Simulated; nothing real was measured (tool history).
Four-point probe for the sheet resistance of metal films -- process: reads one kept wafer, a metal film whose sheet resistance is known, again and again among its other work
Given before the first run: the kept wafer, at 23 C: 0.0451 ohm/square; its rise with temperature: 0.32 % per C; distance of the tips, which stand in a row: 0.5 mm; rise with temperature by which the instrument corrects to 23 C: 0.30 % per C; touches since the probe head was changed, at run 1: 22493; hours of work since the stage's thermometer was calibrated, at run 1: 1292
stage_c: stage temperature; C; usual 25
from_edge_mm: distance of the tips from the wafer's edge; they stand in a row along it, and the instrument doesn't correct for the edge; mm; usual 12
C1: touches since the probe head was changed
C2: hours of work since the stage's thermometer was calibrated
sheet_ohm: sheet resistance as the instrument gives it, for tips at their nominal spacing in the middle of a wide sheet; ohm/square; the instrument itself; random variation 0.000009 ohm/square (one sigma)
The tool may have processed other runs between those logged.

Run 1, hour 0.0: usual settings; C1 22493; C2 1292. Result: sheet_ohm 0.045116 ohm/square.
Run 2, hour 21.1: usual settings; C1 22770; C2 1304. Result: sheet_ohm 0.045118 ohm/square.
Run 3, hour 43.6: usual settings; C1 23066; C2 1316. Result: sheet_ohm 0.045117 ohm/square.
Run 4, hour 78.6: usual settings; C1 23527; C2 1336. Result: sheet_ohm 0.045125 ohm/square.
Run 5, hour 115.9: usual settings; C1 24018; C2 1356. Result: sheet_ohm 0.045114 ohm/square.
Run 6, hour 158.6: usual settings; C1 24581; C2 1380. Result: sheet_ohm 0.045095 ohm/square.
Run 7, hour 194.1: usual settings but stage_c 24 C; C1 25047; C2 1399. Result: sheet_ohm 0.045087 ohm/square.
Run 8, hour 215.8: usual settings but stage_c 22 C; C1 25334; C2 1412. Result: sheet_ohm 0.045085 ohm/square.
Run 9, hour 243.3: usual settings but stage_c 22 C; C1 25696; C2 1427. Result: sheet_ohm 0.045059 ohm/square.
Run 10, hour 274.5: usual settings but stage_c 22 C; C1 26105; C2 1444. Result: sheet_ohm 0.045067 ohm/square.
Run 11, hour 304.6: usual settings but stage_c 22 C; C1 26502; C2 1461. Result: sheet_ohm 0.045053 ohm/square.
Run 12, hour 342.4: usual settings; C1 26999; C2 1482. Result: sheet_ohm 0.045075 ohm/square.
Run 13, hour 383.5: usual settings but stage_c 20 C; C1 27540; C2 1504. Result: sheet_ohm 0.045042 ohm/square.
Run 14, hour 420.7: usual settings but stage_c 20 C, from_edge_mm 40 mm; C1 28029; C2 1525. Result: sheet_ohm 0.044995 ohm/square.
Run 15, hour 448.3: usual settings but stage_c 23 C; C1 28394; C2 1540. Result: sheet_ohm 0.045050 ohm/square.
Run 16, hour 477.6: usual settings but stage_c 23 C; C1 28779; C2 1556. Result: sheet_ohm 0.045053 ohm/square.
Run 17, hour 499.1: usual settings but stage_c 23 C; C1 29061; C2 1568. Result: sheet_ohm 0.045050 ohm/square.
Run 18, hour 521.6: usual settings but stage_c 23 C; C1 29358; C2 1581. Result: sheet_ohm 0.045053 ohm/square.
Run 19, hour 552.4: usual settings but stage_c 23 C; C1 29764; C2 1598. Result: sheet_ohm 0.045053 ohm/square.
Run 20, hour 576.5: usual settings but stage_c 23 C; C1 30081; C2 1611. Result: sheet_ohm 0.045027 ohm/square.
Run 21, hour 603.8: usual settings; C1 30440; C2 1626. Result: sheet_ohm 0.045042 ohm/square.
Run 22, hour 627.9: usual settings; C1 30756; C2 1640. Result: sheet_ohm 0.045049 ohm/square.
Run 23, hour 669.8: usual settings; C1 31308; C2 1663. Result: sheet_ohm 0.045031 ohm/square.
Run 24, hour 713.2: usual settings but from_edge_mm 6 mm; C1 31880; C2 1687. Result: sheet_ohm 0.045159 ohm/square.
Run 25, hour 743.4: usual settings but stage_c 23 C, from_edge_mm 9 mm; C1 32277; C2 1703. Result: sheet_ohm 0.045051 ohm/square.
Run 26, hour 777.8: usual settings but stage_c 20 C, from_edge_mm 9 mm; C1 32729; C2 1722. Result: sheet_ohm 0.045025 ohm/square.
Run 27, hour 802.7: usual settings but stage_c 20 C, from_edge_mm 9 mm; C1 33057; C2 1736. Result: sheet_ohm 0.045017 ohm/square.
Run 28, hour 827.4: usual settings but stage_c 18 C, from_edge_mm 71 mm; C1 33383; C2 1750. Result: sheet_ohm 0.044936 ohm/square.
Run 29, hour 866.0: usual settings but stage_c 30 C, from_edge_mm 7 mm; C1 33891; C2 1771. Result: sheet_ohm 0.045136 ohm/square.
Run 30, hour 891.6: usual settings but stage_c 24 C, from_edge_mm 11 mm; C1 34227; C2 1785. Result: sheet_ohm 0.045018 ohm/square.
Run 31, hour 931.6: usual settings but stage_c 19 C, from_edge_mm 57 mm; C1 34755; C2 1808. Result: sheet_ohm 0.044924 ohm/square.
At hour 934.5: stage's thermometer calibrated.
Run 32, hour 955.8: usual settings but stage_c 24 C, from_edge_mm 11 mm; C1 35066; C2 12. Result: sheet_ohm 0.045065 ohm/square.
Run 33, hour 979.5: usual settings but stage_c 30 C, from_edge_mm 11 mm; C1 35378; C2 25. Result: sheet_ohm 0.045091 ohm/square.
Run 34, hour 1000.8: usual settings but stage_c 30 C, from_edge_mm 11 mm; C1 35659; C2 37. Result: sheet_ohm 0.045091 ohm/square.
Run 35, hour 1035.3: usual settings but stage_c 19 C, from_edge_mm 7 mm; C1 36112; C2 56. Result: sheet_ohm 0.045102 ohm/square.
Run 36, hour 1075.7: usual settings but stage_c 22 C, from_edge_mm 10 mm; C1 36644; C2 78. Result: sheet_ohm 0.045024 ohm/square.
Run 37, hour 1103.3: usual settings but stage_c 32 C; C1 37007; C2 93. Result: sheet_ohm 0.045077 ohm/square.
At hour 1106.5: stage's thermometer calibrated, once more.
Run 38, hour 1137.9: usual settings but stage_c 32 C; C1 37457; C2 17. Result: sheet_ohm 0.044986 ohm/square.
Run 39, hour 1163.1: usual settings but stage_c 32 C; C1 37788; C2 31. Result: sheet_ohm 0.044976 ohm/square.
Run 40, hour 1190.6: usual settings but stage_c 32 C; C1 38150; C2 47. Result: sheet_ohm 0.044978 ohm/square.
Run 41, hour 1212.7: usual settings but stage_c 34 C, from_edge_mm 11 mm; C1 38440; C2 59. Result: sheet_ohm 0.044997 ohm/square.
Run 42, hour 1254.0: usual settings but stage_c 34 C, from_edge_mm 11 mm; C1 38985; C2 82. Result: sheet_ohm 0.045004 ohm/square.
Run 43, hour 1273.7: usual settings but stage_c 29 C; C1 39243; C2 93. Result: sheet_ohm 0.044941 ohm/square.
Run 44, hour 1295.5: usual settings but stage_c 34 C, from_edge_mm 4 mm; C1 39530; C2 105. Result: sheet_ohm 0.045320 ohm/square.
Run 45, hour 1323.5: usual settings but stage_c 20 C, from_edge_mm 6 mm; C1 39898; C2 120. Result: sheet_ohm 0.045008 ohm/square.
Run 46, hour 1350.6: usual settings but stage_c 20 C, from_edge_mm 6 mm; C1 40255; C2 135. Result: sheet_ohm 0.044997 ohm/square.

Below, some changes in sheet_ohm between adjacent runs. For each, the amount present without the hidden state too (settings, incoming material, random variation) and the amount remaining for the hidden state with gauge scatter not shared by both compared results:
The tool's hidden condition here consists of: inner tips' distance over the nominal, %; tips' flats over new ones', %; wafer's true temperature over the reading, C; drift of the gauge itself on sheet_ohm, %.
Run 28 -> 29: stage_c 18 -> 30, from_edge_mm 71 -> 7. sheet_ohm +0.000200 ohm/square: hidden state -0.000007, all else +0.000207.
Run 31 -> 32: stage_c 19 -> 24, from_edge_mm 57 -> 11, stage's thermometer calibrated. sheet_ohm +0.000141 ohm/square: hidden state +0.000035, all else +0.000106.
Run 37 -> 38: stage's thermometer calibrated, once more. sheet_ohm -0.000091 ohm/square: hidden state -0.000095, all else +0.000004.
Run 43 -> 44: stage_c 29 -> 34, from_edge_mm 12 -> 4. sheet_ohm +0.000379 ohm/square: hidden state -0.000004, all else +0.000383.
Run 44 -> 45: stage_c 34 -> 20, from_edge_mm 4 -> 6. sheet_ohm -0.000312 ohm/square: hidden state -0.000001, all else -0.000311.
